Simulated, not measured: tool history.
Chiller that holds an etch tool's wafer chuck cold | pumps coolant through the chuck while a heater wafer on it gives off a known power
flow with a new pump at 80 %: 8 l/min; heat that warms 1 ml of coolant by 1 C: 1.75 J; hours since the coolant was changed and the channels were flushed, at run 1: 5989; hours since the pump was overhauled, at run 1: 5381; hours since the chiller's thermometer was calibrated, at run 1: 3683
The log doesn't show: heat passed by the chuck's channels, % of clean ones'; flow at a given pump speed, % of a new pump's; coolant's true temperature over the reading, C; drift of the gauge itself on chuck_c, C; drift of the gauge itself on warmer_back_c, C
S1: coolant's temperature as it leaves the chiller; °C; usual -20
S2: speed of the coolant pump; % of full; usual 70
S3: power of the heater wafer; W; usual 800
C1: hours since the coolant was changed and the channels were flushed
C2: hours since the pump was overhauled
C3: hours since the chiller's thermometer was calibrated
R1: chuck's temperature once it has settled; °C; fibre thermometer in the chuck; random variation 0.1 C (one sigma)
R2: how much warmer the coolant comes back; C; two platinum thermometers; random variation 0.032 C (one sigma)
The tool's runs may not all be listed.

{"run": 1, "hour": 0.0, "S1": -20, "S2": 70, "S3": 800, "C1": 5989, "C2": 5381, "C3": 3683, "R1": -11.2, "R2": 3.92}
{"run": 2, "hour": 118.5, "S1": -20, "S2": 70, "S3": 800, "C1": 6108, "C2": 5499, "C3": 3801, "R1": -11.3, "R2": 3.89}
{"hour": 239.8, "done": "coolant changed, channels flushed"}
{"run": 3, "hour": 341.8, "S1": -20, "S2": 70, "S3": 800, "C1": 102, "C2": 5716, "C3": 4019, "R1": -11.6, "R2": 3.91}
{"hour": 416.3, "done": "chiller's thermometer calibrated"}
{"run": 4, "hour": 559.7, "S1": -20, "S2": 70, "S3": 800, "C1": 319, "C2": 5933, "C3": 143, "R1": -11.1, "R2": 3.96}
{"run": 5, "hour": 697.6, "S1": -20, "S2": 70, "S3": 800, "C1": 457, "C2": 6071, "C3": 281, "R1": -11.3, "R2": 4.01}
{"run": 6, "hour": 892.7, "S1": -20, "S2": 70, "S3": 486, "C1": 652, "C2": 6266, "C3": 476, "R1": -14.7, "R2": 2.45}
{"run": 7, "hour": 1094.0, "S1": -20, "S2": 70, "S3": 486, "C1": 853, "C2": 6468, "C3": 678, "R1": -14.7, "R2": 2.43}
{"run": 8, "hour": 1303.1, "S1": -20, "S2": 70, "S3": 486, "C1": 1062, "C2": 6677, "C3": 887, "R1": -15.0, "R2": 2.47}
{"run": 9, "hour": 1449.1, "S1": -20, "S2": 99, "S3": 800, "C1": 1208, "C2": 6823, "C3": 1033, "R1": -13.5, "R2": 2.8}
{"hour": 1465.3, "done": "coolant pump overhauled"}
{"run": 10, "hour": 1650.7, "S1": -20, "S2": 99, "S3": 800, "C1": 1405, "C2": 185, "C3": 1229, "R1": -13.6, "R2": 2.77}
{"run": 11, "hour": 1814.6, "S1": -20, "S2": 99, "S3": 800, "C1": 1569, "C2": 349, "C3": 1393, "R1": -13.7, "R2": 2.86}
{"run": 12, "hour": 1935.3, "S1": -14, "S2": 70, "S3": 800, "C1": 1690, "C2": 470, "C3": 1514, "R1": -5.7, "R2": 4.04}
{"run": 13, "hour": 2074.2, "S1": -14, "S2": 70, "S3": 800, "C1": 1828, "C2": 609, "C3": 1653, "R1": -5.4, "R2": 4.09}
{"run": 14, "hour": 2250.9, "S1": -14, "S2": 70, "S3": 800, "C1": 2005, "C2": 786, "C3": 1830, "R1": -5.4, "R2": 4.05}
{"run": 15, "hour": 2384.4, "S1": -14, "S2": 88, "S3": 864, "C1": 2139, "C2": 919, "C3": 1963, "R1": -6.1, "R2": 3.45}
{"run": 16, "hour": 2560.7, "S1": -29, "S2": 67, "S3": 800, "C1": 2315, "C2": 1095, "C3": 2139, "R1": -20.0, "R2": 4.18}
{"run": 17, "hour": 2745.8, "S1": -18, "S2": 64, "S3": 706, "C1": 2500, "C2": 1280, "C3": 2324, "R1": -9.8, "R2": 3.9}
{"run": 18, "hour": 2935.1, "S1": -22, "S2": 88, "S3": 800, "C1": 2689, "C2": 1470, "C3": 2514, "R1": -14.8, "R2": 3.21}
{"run": 19, "hour": 3155.8, "S1": -26, "S2": 92, "S3": 768, "C1": 2910, "C2": 1691, "C3": 2735, "R1": -19.3, "R2": 3.03}
{"run": 20, "hour": 3311.2, "S1": -26, "S2": 92, "S3": 768, "C1": 3065, "C2": 1846, "C3": 2890, "R1": -19.5, "R2": 2.93}
{"run": 21, "hour": 3474.4, "S1": -23, "S2": 70, "S3": 800, "C1": 3229, "C2": 2009, "C3": 3053, "R1": -14.5, "R2": 4.03}
{"run": 22, "hour": 3583.3, "S1": -16, "S2": 92, "S3": 800, "C1": 3337, "C2": 2118, "C3": 3162, "R1": -9.3, "R2": 3.07}
{"run": 23, "hour": 3727.5, "S1": -14, "S2": 60, "S3": 422, "C1": 3482, "C2": 2262, "C3": 3306, "R1": -8.8, "R2": 2.61}
{"run": 24, "hour": 3827.2, "S1": -17, "S2": 70, "S3": 800, "C1": 3581, "C2": 2362, "C3": 3406, "R1": -8.4, "R2": 4.03}
{"run": 25, "hour": 4004.2, "S1": -15, "S2": 64, "S3": 967, "C1": 3758, "C2": 2539, "C3": 3583, "R1": -3.7, "R2": 5.35}
{"run": 26, "hour": 4221.0, "S1": -16, "S2": 88, "S3": 462, "C1": 3975, "C2": 2756, "C3": 3800, "R1": -11.8, "R2": 1.98}
{"run": 27, "hour": 4433.6, "S1": -27, "S2": 64, "S3": 526, "C1": 4188, "C2": 2968, "C3": 4012, "R1": -20.9, "R2": 2.94}
{"hour": 4515.9, "done": "chiller's thermometer calibrated"}
{"run": 28, "hour": 4567.3, "S1": -29, "S2": 96, "S3": 526, "C1": 4320, "C2": 3101, "C3": 51, "R1": -24.7, "R2": 2.03}

Forecast each of these 3 alternatives for the next run:
{"run": "A", "hour": 4689.2, "S1": -29, "S2": 77, "S3": 526, "C1": 4442, "C2": 3223, "C3": 173, "R1": "?", "R2": "?"}
{"run": "B", "hour": 4689.2, "S1": -28, "S2": 93, "S3": 408, "C1": 4442, "C2": 3223, "C3": 173, "R1": "?", "R2": "?"}
{"run": "C", "hour": 4689.2, "S1": -20, "S2": 77, "S3": 800, "C1": 4442, "C2": 3223, "C3": 173, "R1": "?", "R2": "?"}

run=A R1=-23.9 R2=2.46
run=B R1=-24.4 R2=1.59
run=C R1=-12.0 R2=3.74
Without the tool's hidden state the same runs would have given:
run=A R1=-23.9 R2=2.32
run=B R1=-24.4 R2=1.45
run=C R1=-12.0 R2=3.59
